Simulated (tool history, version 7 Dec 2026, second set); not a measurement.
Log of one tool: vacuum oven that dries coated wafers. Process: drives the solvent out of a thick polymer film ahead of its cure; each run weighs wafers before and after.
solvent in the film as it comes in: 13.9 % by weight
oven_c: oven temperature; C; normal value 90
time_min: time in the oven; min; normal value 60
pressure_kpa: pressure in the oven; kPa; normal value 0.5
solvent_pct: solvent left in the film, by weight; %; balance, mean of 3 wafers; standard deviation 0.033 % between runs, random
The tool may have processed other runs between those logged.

Run 1, hour 0: usual settings. Result: solvent_pct 1.23 %.
Run 2, hour 9.7: usual settings. Result: solvent_pct 1.21 %.
Run 3, hour 21: usual settings but time_min 33 min. Result: solvent_pct 3.27 %.
Run 4, hour 35.3: usual settings but pressure_kpa 1.878 kPa. Result: solvent_pct 1.53 %.
Run 5, hour 52.3: usual settings but pressure_kpa 1.878 kPa. Result: solvent_pct 1.59 %.
Run 6, hour 66.8: usual settings but pressure_kpa 1.878 kPa. Result: solvent_pct 1.55 %.
Run 7, hour 76.3: usual settings. Result: solvent_pct 1.2 %.
Run 8, hour 86.4: usual settings but pressure_kpa 0.801 kPa. Result: solvent_pct 1.32 %.
Run 9, hour 94.8: usual settings but oven_c 79 C. Result: solvent_pct 3.86 %.
Run 10, hour 103.9: usual settings but oven_c 79 C. Result: solvent_pct 3.88 %.
Run 11, hour 120.6: usual settings but pressure_kpa 0.74 kPa. Result: solvent_pct 1.24 %.
Run 12, hour 134.3: usual settings but pressure_kpa 0.311 kPa. Result: solvent_pct 1.28 %.
Run 13, hour 144.1: usual settings but pressure_kpa 0.279 kPa. Result: solvent_pct 1.19 %.
Run 14, hour 153.1: usual settings but pressure_kpa 0.279 kPa. Result: solvent_pct 1.16 %.
Run 15, hour 170.1: usual settings but pressure_kpa 0.279 kPa. Result: solvent_pct 1.14 %.
Run 16, hour 177.5: usual settings but pressure_kpa 0.562 kPa. Result: solvent_pct 1.27 %.
Run 17, hour 193.9: usual settings but oven_c 76 C, time_min 45 min, pressure_kpa 1.273 kPa. Result: solvent_pct 6.05 %.
Run 18, hour 209.4: usual settings but oven_c 85 C, time_min 46 min, pressure_kpa 1.967 kPa. Result: solvent_pct 3.65 %.
Run 19, hour 221.3: usual settings but oven_c 85 C, time_min 46 min, pressure_kpa 1.967 kPa. Result: solvent_pct 3.69 %.
Run 20, hour 236.4: usual settings but oven_c 85 C, time_min 46 min, pressure_kpa 1.967 kPa. Result: solvent_pct 4.05 %.
Run 21, hour 250.5: usual settings but oven_c 85 C, time_min 46 min, pressure_kpa 1.967 kPa. Result: solvent_pct 4.04 %.
Run 22, hour 265.9: usual settings but oven_c 79 C, time_min 39 min. Result: solvent_pct 6.07 %.
Run 23, hour 276.5: usual settings but oven_c 79 C, time_min 39 min. Result: solvent_pct 4.99 %.
Run 24, hour 289.4: usual settings but oven_c 79 C, time_min 39 min. Result: solvent_pct 5.1 %.
Run 25, hour 297.9: usual settings but oven_c 81 C, time_min 70 min, pressure_kpa 1.948 kPa. Result: solvent_pct 2.6 %.
Run 26, hour 310.2: usual settings but time_min 35 min. Result: solvent_pct 2.57 %.
Run 27, hour 327.4: usual settings but oven_c 105 C, pressure_kpa 0.475 kPa. Result: solvent_pct 0.11 %.
Run 28, hour 342.3: usual settings but oven_c 105 C, pressure_kpa 0.475 kPa. Result: solvent_pct 0.08 %.
Run 29, hour 350.5: usual settings but oven_c 84 C, pressure_kpa 0.833 kPa. Result: solvent_pct 2.13 %.

Withheld: 2 entries from between the runs. Position of each, and hidden state at the listed run before versus the listed run after:
In the gap between runs 19 and 20: oven's thermocouples calibrated (hour 224.3)
  true wafer temperature over the reading, C: -2.34 -> -3.79; true pressure over the reading, kPa: 0.125 -> 0.127
  measured less the result without the state, solvent_pct: +0.66 -> +1.06 %
In the gap between runs 22 and 23: oven's thermocouples calibrated, once more (hour 273.6)
  true wafer temperature over the reading, C: -3.82 -> -0.07; true pressure over the reading, kPa: 0.131 -> 0.133
  measured less the result without the state, solvent_pct: +1.08 -> +0.05 %

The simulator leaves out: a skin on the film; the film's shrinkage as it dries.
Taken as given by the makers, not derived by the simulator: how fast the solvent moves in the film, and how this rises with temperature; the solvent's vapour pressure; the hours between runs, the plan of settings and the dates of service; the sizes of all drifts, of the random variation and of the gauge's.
